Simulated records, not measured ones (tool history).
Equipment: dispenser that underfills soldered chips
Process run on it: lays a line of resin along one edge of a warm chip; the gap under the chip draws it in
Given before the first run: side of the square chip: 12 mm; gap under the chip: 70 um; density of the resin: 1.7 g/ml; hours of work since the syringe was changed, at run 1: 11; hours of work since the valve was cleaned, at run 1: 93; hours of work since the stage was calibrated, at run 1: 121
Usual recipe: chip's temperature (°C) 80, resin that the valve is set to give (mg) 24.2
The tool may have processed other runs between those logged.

run  hour  chip's temperature (°C)  resin that the valve is set to give (mg)  hours of work since the syringe was changed  hours of work since the valve was cleaned  hours of work since the stage was calibrated  time until the resin shows at the far edge (s)  resin that the valve gave (mg)
  1     0                       80                                      24.2                                           11                                         93                                           121                                           158.2                           22.19
        2  -- new syringe of resin
  2   5.8                       80                                      25.9                                            3                                         97                                           125                                              85                           23.59
  3     9                       80                                      25.9                                            5                                        100                                           127                                           100.1                           23.45
  4  13.6                       80                                      26.7                                            8                                        103                                           130                                           129.5                           24.21
     18.7  -- new syringe of resin
  5  20.1                       82                                      24.2                                            1                                        108                                           135                                            71.6                           21.72
  6  26.7                       69                                      24.2                                            6                                        112                                           140                                           153.1                           21.76
  7  33.5                       90                                      24.2                                           11                                        117                                           144                                           116.1                           21.62
     35.6  -- new syringe of resin
  8  40.6                       90                                      24.2                                            4                                        122                                           149                                            71.3                           21.53
  9  45.3                       90                                      24.2                                            7                                        126                                           153                                            89.9                           21.66
     52.1  -- dispensing valve cleaned and set on the balance
 10  52.7                       90                                      24.2                                           12                                          0                                           157                                           120.6                           24.22
     53.4  -- new syringe of resin
 11  56.3                       90                                      24.2                                            2                                          3                                           160                                              62                           24.19
 12  60.1                       66                                        28                                            5                                          6                                           163                                           152.4                           27.66
 13  65.4                       66                                        28                                            9                                          9                                           167                                           197.7                           27.89
 14  69.4                       66                                        28                                           12                                         12                                           169                                             242                           27.75
     70.1  -- new syringe of resin
 15  75.8                       79                                      28.1                                            4                                         17                                           174                                            93.3                           27.75
 16  80.1                       72                                      26.6                                            7                                         20                                           177                                             144                            26.1
 17  83.2                       80                                      30.6                                            9                                         22                                           179                                           133.2                           29.92
     86.9  -- new syringe of resin
 18  87.1                       78                                      25.3                                            0                                         25                                           182                                              75                           24.65
 19  90.8                       90                                      24.2                                            3                                         27                                           185                                            65.2                           23.58
 20  97.3                       90                                      24.2                                            8                                         32                                           189                                            92.1                           23.57

Predict each of these 4 candidate next runs independently; none follows another, all start after run 20:
  A  100.2                       84                                      25.4                                           10                                         34                                           191                                               ?                               ?
  B  100.2                       90                                      25.5                                           10                                         34                                           191                                               ?                               ?
  C  100.2                       80                                      25.6                                           10                                         34                                           191                                               ?                               ?
  D  100.2                       67                                      24.2                                           10                                         34                                           191                                               ?                               ?

run  time until the resin shows at the far edge (s)  resin that the valve gave (mg)
  A                                           124.8                            24.5
  B                                           104.8                           24.76
  C                                           141.1                            24.6
  D                                           207.1                           23.33
With the hidden condition removed and each run's random variation left untouched, the same runs would have given:
run  time until the resin shows at the far edge (s)  resin that the valve gave (mg)
  A                                            63.2                           25.35
  B                                            52.9                           25.63
  C                                            71.3                           25.46
  D                                           104.7                           24.14
